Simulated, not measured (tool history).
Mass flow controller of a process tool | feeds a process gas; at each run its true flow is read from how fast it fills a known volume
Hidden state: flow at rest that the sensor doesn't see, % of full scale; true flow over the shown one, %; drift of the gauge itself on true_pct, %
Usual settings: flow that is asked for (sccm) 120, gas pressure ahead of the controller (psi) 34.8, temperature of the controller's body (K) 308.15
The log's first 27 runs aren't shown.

run	hour	flow that is asked for (sccm)	gas pressure ahead of the controller (psi)	temperature of the controller's body (K)	hours of work since the controller was set to zero	hours of work since the controller was changed	true flow (%)
28	3137.3	75	37.9	306.15	221	1227	97.76
29	3299.1	75	37.9	306.15	279	1284	97.81
30	3433.9	75	37.9	306.15	327	1332	97.7
31	3547.2	120	20.7	308.15	367	1373	98.25
32	3625.7	120	20.7	308.15	395	1400	98.24
33	3790.8	70	29.7	300.15	453	1459	97.9
34	3917.4	70	29.7	300.15	498	1504	98.05
35	4005.8	120	25.7	300.15	530	1535	98.55
36	4097	118	25.7	300.15	562	1568	98.5
37	4264.8	86	23.4	300.15	622	1627	98.09
38	4379.8	86	23.4	300.15	662	1668	98.2
39	4513.4	33	32.1	298.15	710	1716	97.8
40	4662.3	50	23.8	312.15	763	1769	97.32
41	4786.8	50	23.8	312.15	807	1813	97.19
42	4913.5	21	37.6	311.15	852	1858	97.31
43	5053.1	85	25.2	308.15	902	1907	97.74
44	5143.6	102	36	305.15	934	1940	98
45	5247.3	120	29.4	308.15	971	1976	97.92
46	5343.2	120	34.8	301.15	1005	2010	98.27
47	5479.8	41	28.7	311.15	1053	2059	97.17
48	5640.6	41	28.7	311.15	1110	2116	97.2

3 ways to go on from here, each from the tool as it stands after run 48. What would each give?
A	5743.9	76	34.8	308.15	1147	2153	?
B	5743.9	78	34.8	297.15	1147	2153	?
C	5743.9	167	37.3	296.15	1147	2153	?

run	true flow (%)
A	97.42
B	97.99
C	98.93
Without the tool's hidden state the same runs would have given:
run	true flow (%)
A	97.85
B	98.42
C	99.51

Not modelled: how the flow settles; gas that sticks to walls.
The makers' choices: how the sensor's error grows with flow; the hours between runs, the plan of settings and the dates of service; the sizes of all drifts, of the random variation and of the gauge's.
